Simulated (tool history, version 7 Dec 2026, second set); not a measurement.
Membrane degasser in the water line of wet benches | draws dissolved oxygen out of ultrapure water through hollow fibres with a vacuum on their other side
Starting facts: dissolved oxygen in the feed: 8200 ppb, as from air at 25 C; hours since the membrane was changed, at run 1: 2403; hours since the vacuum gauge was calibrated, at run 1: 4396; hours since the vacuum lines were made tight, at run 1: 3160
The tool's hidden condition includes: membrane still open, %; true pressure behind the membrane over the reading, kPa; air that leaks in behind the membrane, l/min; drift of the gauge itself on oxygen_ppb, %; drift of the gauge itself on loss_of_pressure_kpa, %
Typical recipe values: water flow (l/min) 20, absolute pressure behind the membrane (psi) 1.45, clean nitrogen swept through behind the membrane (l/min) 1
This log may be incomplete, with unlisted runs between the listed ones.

run,day,water flow (l/min),absolute pressure behind the membrane (psi),clean nitrogen swept through behind the membrane (l/min),hours since the membrane was changed,hours since the vacuum gauge was calibrated,hours since the vacuum lines were made tight,dissolved oxygen in the water behind the degasser (ppb),pressure that the water loses in the fibres (psi)
1,0,20,1.45,1,2403,4396,3160,303.9,10.031
2,5.458,20,3.23,1,2534,4527,3291,800.9,10.051
3,10.258,20,3.23,1,2649,4642,3406,799.1,10.082
4,14.642,20,1.1,1,2755,4747,3512,201.9,10.102
5,17.867,20,1.1,1,2832,4825,3589,204.6,10.058
6,23.829,20,1.1,1,2975,4968,3732,204.2,10.129
7,28.508,23,1.1,1,3087,5080,3844,230.5,11.651
8,33.158,23,2.34,1,3199,5192,3956,627.4,11.732
9,38.679,20,1.45,1,3331,5324,4089,308.6,10.171
10,41.888,20,1.45,1,3408,5401,4166,310.3,10.182
11,46.029,20,1.45,1,3508,5501,4265,309.6,10.174
12,49.117,20,1.45,1,3582,5575,4339,309.3,10.192
13,53.8,20,1.45,1,3694,5687,4451,309.4,10.237
# day 55.188: seals of the vacuum lines changed
14,56.771,20,2.86,1,3764,5756,38,693.7,10.259
15,59.579,20,2.86,1,3831,5824,105,685.4,10.234
16,63.942,20,2.86,1,3936,5928,210,696.8,10.24
17,68.354,20,2.86,1,4042,6034,316,693.8,10.187
18,71.221,20,3.16,1,4110,6103,385,777.6,10.231
19,76.388,27,1.23,1.95,4234,6227,509,183.4,13.797
20,80.262,27,1.23,1.16,4327,6320,602,285.3,13.854
21,85.125,27,1.23,1.16,4444,6437,719,281,13.887
22,90.788,20,1.45,0.59,4580,6573,854,472.8,10.259
23,93.875,18,1.33,1.45,4654,6647,929,180.5,9.336
24,98.517,18,1.39,1.18,4765,6758,1040,228.3,9.297
25,101.458,26,1.39,1.18,4836,6829,1110,316.8,13.446
26,106.817,31,1.39,2.12,4965,6957,1239,230.1,16.015
27,112.088,18,1.6,1.91,5091,7084,1366,181.2,9.362
28,115.517,14,3.21,0.8,5174,7166,1448,710.3,7.287
29,120.858,22,3.21,0.8,5302,7294,1576,1025,11.496
30,124.646,22,3.21,0.8,5393,7385,1667,1012.1,11.41
31,128.7,23,2.78,0.85,5490,7483,1764,865.9,12.035
32,132.883,14,2.78,0.62,5590,7583,1865,749,7.263

Branching from run 32: 4 alternative next runs. What would each branch give?
# day 136.338: vacuum gauge calibrated
A,136.771,18,1.74,1.72,5683,10,1958,?,?
# day 136.338: vacuum gauge calibrated
B,136.771,25,3.28,0.66,5683,10,1958,?,?
# day 136.338: vacuum gauge calibrated
C,136.771,20,3.41,1,5683,10,1958,?,?
# day 136.338: vacuum gauge calibrated
D,136.771,30,2.39,2.76,5683,10,1958,?,?

run,dissolved oxygen in the water behind the degasser (ppb),pressure that the water loses in the fibres (psi)
A,220.9,9.422
B,1298.1,13.09
C,838.8,10.435
D,344.5,15.699
What these runs would have given with no unlogged condition in the tool:
run,dissolved oxygen in the water behind the degasser (ppb),pressure that the water loses in the fibres (psi)
A,215.4,8.837
B,1290.3,12.277
C,828.3,9.786
D,336.3,14.721

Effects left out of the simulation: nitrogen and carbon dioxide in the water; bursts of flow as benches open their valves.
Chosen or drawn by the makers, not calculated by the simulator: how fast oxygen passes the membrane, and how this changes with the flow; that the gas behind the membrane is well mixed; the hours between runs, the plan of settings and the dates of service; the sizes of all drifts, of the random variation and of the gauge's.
